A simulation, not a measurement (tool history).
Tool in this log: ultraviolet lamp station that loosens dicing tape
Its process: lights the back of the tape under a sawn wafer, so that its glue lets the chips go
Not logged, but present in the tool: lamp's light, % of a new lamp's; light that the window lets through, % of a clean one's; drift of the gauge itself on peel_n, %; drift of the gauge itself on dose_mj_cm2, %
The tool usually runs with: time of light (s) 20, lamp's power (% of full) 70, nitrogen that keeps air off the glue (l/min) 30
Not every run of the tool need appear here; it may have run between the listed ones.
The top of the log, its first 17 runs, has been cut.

run,hour,time of light (s),lamp's power (% of full),nitrogen that keeps air off the glue (l/min),hours of work of the lamp,hours of work since the window was cleaned,force that peels the tape off (N),light that reached the tape (J/m2)
18,682.5,20,70,30,1371,127,1.733,2270
19,739.2,20,70,30,1399,156,1.752,2230
20,793.0,20,70,30,1426,183,1.864,2210
21,835.0,20,70,30,1447,204,1.830,2210
22,860.4,18,70,30,1460,216,2.312,1980
23,897.8,18,70,30,1478,235,2.230,1970
24,941.3,18,70,30,1500,257,2.294,1920
25,978.1,18,70,30,1519,275,2.268,1900
26,1026.6,33,63,12,1543,300,1.525,3150
27,1080.6,18,85,10,1570,327,2.737,2220
28,1123.4,18,85,10,1592,348,2.841,2220
29,1178.7,25,85,10,1619,376,1.735,3100
# hour 1229.6: window cleaned of glue's vapour
30,1232.3,22,88,26,1646,1,1.059,3070
# hour 1257.7: lamp changed
31,1284.0,36,70,30,13,27,0.386,4990
32,1327.7,36,65,14,35,49,0.634,4610
33,1384.3,36,65,14,63,77,0.659,4500
34,1434.7,17,88,30,89,102,1.084,2940
35,1471.1,35,63,36,107,121,0.468,4240
36,1501.7,35,63,36,122,136,0.464,4150
37,1551.1,24,70,40,147,161,0.822,3210
38,1577.9,21,70,24,161,174,1.414,2820

Run 39 has not been measured yet. What should we expect?
39,1632.0,21,70,24,188,201,?,?

force that peels the tape off (N): 1.393
light that reached the tape (J/m2): 2730
Minus the tool's unlogged condition, the same run would have read force that peels the tape off (N) 1.176, light that reached the tape (J/m2) 2980.
